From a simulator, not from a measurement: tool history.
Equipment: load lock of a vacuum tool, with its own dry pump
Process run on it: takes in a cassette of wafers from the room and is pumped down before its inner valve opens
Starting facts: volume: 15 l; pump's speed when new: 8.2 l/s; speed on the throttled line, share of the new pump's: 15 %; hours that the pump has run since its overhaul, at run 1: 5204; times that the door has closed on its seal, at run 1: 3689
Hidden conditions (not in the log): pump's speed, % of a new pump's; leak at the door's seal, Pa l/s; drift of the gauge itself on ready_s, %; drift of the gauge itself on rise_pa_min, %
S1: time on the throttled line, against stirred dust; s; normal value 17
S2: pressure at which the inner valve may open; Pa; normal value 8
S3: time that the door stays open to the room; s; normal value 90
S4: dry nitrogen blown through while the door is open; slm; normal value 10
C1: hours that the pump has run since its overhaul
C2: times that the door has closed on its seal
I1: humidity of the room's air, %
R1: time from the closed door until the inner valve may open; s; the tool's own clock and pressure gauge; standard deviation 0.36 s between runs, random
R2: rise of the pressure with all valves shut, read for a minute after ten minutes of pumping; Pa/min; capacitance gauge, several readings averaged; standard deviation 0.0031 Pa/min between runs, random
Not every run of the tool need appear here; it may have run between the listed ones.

{"run": 1, "hour": 0.0, "S1": 17, "S2": 8, "S3": 90, "S4": 10, "C1": 5204, "C2": 3689, "I1": 44.6, "R1": 32.2, "R2": 0.057}
{"run": 2, "hour": 199.1, "S1": 10, "S2": 8, "S3": 90, "S4": 10, "C1": 5403, "C2": 4257, "I1": 47.7, "R1": 25.5, "R2": 0.063}
{"run": 3, "hour": 280.6, "S1": 10, "S2": 8, "S3": 90, "S4": 10, "C1": 5484, "C2": 4490, "I1": 45, "R1": 25.8, "R2": 0.053}
{"run": 4, "hour": 450.6, "S1": 10, "S2": 8, "S3": 90, "S4": 10, "C1": 5654, "C2": 4974, "I1": 46.4, "R1": 26.1, "R2": 0.067}
{"run": 5, "hour": 535.8, "S1": 10, "S2": 8, "S3": 90, "S4": 10, "C1": 5739, "C2": 5218, "I1": 42, "R1": 26, "R2": 0.057}
{"run": 6, "hour": 677.0, "S1": 10, "S2": 8, "S3": 90, "S4": 10, "C1": 5881, "C2": 5620, "I1": 43.5, "R1": 26.2, "R2": 0.063}
{"run": 7, "hour": 781.6, "S1": 10, "S2": 8, "S3": 90, "S4": 10, "C1": 5985, "C2": 5918, "I1": 47.7, "R1": 26.4, "R2": 0.063}
{"run": 8, "hour": 962.8, "S1": 10, "S2": 8, "S3": 90, "S4": 10, "C1": 6167, "C2": 6436, "I1": 46.5, "R1": 25.9, "R2": 0.062}
{"run": 9, "hour": 1124.9, "S1": 10, "S2": 8, "S3": 90, "S4": 10, "C1": 6329, "C2": 6898, "I1": 47.1, "R1": 25.8, "R2": 0.062}
{"run": 10, "hour": 1271.0, "S1": 10, "S2": 8, "S3": 90, "S4": 10, "C1": 6475, "C2": 7315, "I1": 45.9, "R1": 25.7, "R2": 0.061}
{"run": 11, "hour": 1403.0, "S1": 10, "S2": 8, "S3": 90, "S4": 10, "C1": 6607, "C2": 7691, "I1": 45.6, "R1": 26.3, "R2": 0.057}
{"run": 12, "hour": 1517.1, "S1": 10, "S2": 8, "S3": 90, "S4": 10, "C1": 6721, "C2": 8016, "I1": 42.8, "R1": 26, "R2": 0.055}
{"run": 13, "hour": 1606.8, "S1": 17, "S2": 8, "S3": 90, "S4": 9, "C1": 6810, "C2": 8272, "I1": 42.9, "R1": 31.5, "R2": 0.057}
{"run": 14, "hour": 1695.2, "S1": 17, "S2": 8, "S3": 90, "S4": 10, "C1": 6899, "C2": 8524, "I1": 45.7, "R1": 32.1, "R2": 0.062}
{"run": 15, "hour": 1837.5, "S1": 17, "S2": 8, "S3": 43, "S4": 10, "C1": 7041, "C2": 8930, "I1": 46.2, "R1": 31.8, "R2": 0.046}
{"run": 16, "hour": 1960.3, "S1": 17, "S2": 14, "S3": 90, "S4": 10, "C1": 7164, "C2": 9280, "I1": 44.4, "R1": 30.5, "R2": 0.061}
{"run": 17, "hour": 2106.6, "S1": 17, "S2": 14, "S3": 90, "S4": 10, "C1": 7310, "C2": 9698, "I1": 47.3, "R1": 31.4, "R2": 0.063}
{"run": 18, "hour": 2225.2, "S1": 17, "S2": 8, "S3": 90, "S4": 10, "C1": 7429, "C2": 10036, "I1": 42.8, "R1": 32, "R2": 0.058}
{"run": 19, "hour": 2326.4, "S1": 17, "S2": 8, "S3": 90, "S4": 10, "C1": 7530, "C2": 10325, "I1": 43.2, "R1": 31.9, "R2": 0.056}
{"run": 20, "hour": 2493.8, "S1": 22, "S2": 8, "S3": 90, "S4": 27, "C1": 7697, "C2": 10802, "I1": 47.3, "R1": 35.5, "R2": 0.044}
{"run": 21, "hour": 2652.9, "S1": 16, "S2": 10, "S3": 29, "S4": 31, "C1": 7857, "C2": 11256, "I1": 46.6, "R1": 30.7, "R2": 0.031}
{"run": 22, "hour": 2809.2, "S1": 16, "S2": 10, "S3": 29, "S4": 31, "C1": 8013, "C2": 11702, "I1": 39.7, "R1": 30.2, "R2": 0.026}
{"run": 23, "hour": 2914.2, "S1": 17, "S2": 8, "S3": 56, "S4": 10, "C1": 8118, "C2": 12001, "I1": 44.1, "R1": 31.4, "R2": 0.049}
{"run": 24, "hour": 3098.8, "S1": 17, "S2": 8, "S3": 94, "S4": 6, "C1": 8302, "C2": 12528, "I1": 45.6, "R1": 31, "R2": 0.067}
{"run": 25, "hour": 3210.3, "S1": 31, "S2": 10, "S3": 49, "S4": 15, "C1": 8414, "C2": 12846, "I1": 47.4, "R1": 43.5, "R2": 0.047}
{"run": 26, "hour": 3382.0, "S1": 21, "S2": 8, "S3": 37, "S4": 6, "C1": 8586, "C2": 13336, "I1": 45.4, "R1": 35, "R2": 0.047}
{"run": 27, "hour": 3565.8, "S1": 17, "S2": 8, "S3": 171, "S4": 6, "C1": 8769, "C2": 13860, "I1": 47.3, "R1": 31.9, "R2": 0.085}
{"run": 28, "hour": 3647.6, "S1": 17, "S2": 8, "S3": 171, "S4": 6, "C1": 8851, "C2": 14093, "I1": 43.2, "R1": 32, "R2": 0.078}
{"run": 29, "hour": 3802.8, "S1": 17, "S2": 9, "S3": 90, "S4": 17, "C1": 9006, "C2": 14536, "I1": 47, "R1": 31.3, "R2": 0.055}
{"run": 30, "hour": 3978.3, "S1": 17, "S2": 9, "S3": 220, "S4": 13, "C1": 9182, "C2": 15037, "I1": 43.4, "R1": 31.7, "R2": 0.074}
{"run": 31, "hour": 4156.0, "S1": 10, "S2": 6, "S3": 90, "S4": 10, "C1": 9360, "C2": 15543, "I1": 44.1, "R1": 26.2, "R2": 0.062}
{"run": 32, "hour": 4272.8, "S1": 34, "S2": 16, "S3": 90, "S4": 5, "C1": 9477, "C2": 15877, "I1": 45, "R1": 45, "R2": 0.062}
{"run": 33, "hour": 4410.2, "S1": 17, "S2": 8, "S3": 36, "S4": 10, "C1": 9614, "C2": 16268, "I1": 43.6, "R1": 32.3, "R2": 0.042}
{"run": 34, "hour": 4558.1, "S1": 17, "S2": 8, "S3": 38, "S4": 30, "C1": 9762, "C2": 16690, "I1": 47.8, "R1": 31.6, "R2": 0.036}
{"run": 35, "hour": 4720.0, "S1": 17, "S2": 8, "S3": 38, "S4": 30, "C1": 9924, "C2": 17152, "I1": 47.4, "R1": 32.1, "R2": 0.033}
{"run": 36, "hour": 4911.8, "S1": 17, "S2": 8, "S3": 72, "S4": 8, "C1": 10116, "C2": 17699, "I1": 49.5, "R1": 32.2, "R2": 0.064}
{"run": 37, "hour": 5015.1, "S1": 21, "S2": 8, "S3": 72, "S4": 8, "C1": 10219, "C2": 17994, "I1": 47.5, "R1": 35.5, "R2": 0.057}

Alternative continuations, all from the tool just after run 37; predict every row:
{"run": "A", "hour": 5204.4, "S1": 11, "S2": 13, "S3": 197, "S4": 10, "C1": 10408, "C2": 18534, "I1": 46.1, "R1": "?", "R2": "?"}
{"run": "B", "hour": 5204.4, "S1": 26, "S2": 16, "S3": 158, "S4": 8, "C1": 10408, "C2": 18534, "I1": 46.6, "R1": "?", "R2": "?"}
{"run": "C", "hour": 5204.4, "S1": 17, "S2": 8, "S3": 33, "S4": 10, "C1": 10408, "C2": 18534, "I1": 43.2, "R1": "?", "R2": "?"}

run=A R1=25.9 R2=0.079
run=B R1=38.4 R2=0.075
run=C R1=32.3 R2=0.04
The same runs, with their run-to-run variation unchanged, on a tool lacking any hidden condition would have given:
run=A R1=25.9 R2=0.078
run=B R1=38.4 R2=0.074
run=C R1=32.3 R2=0.039
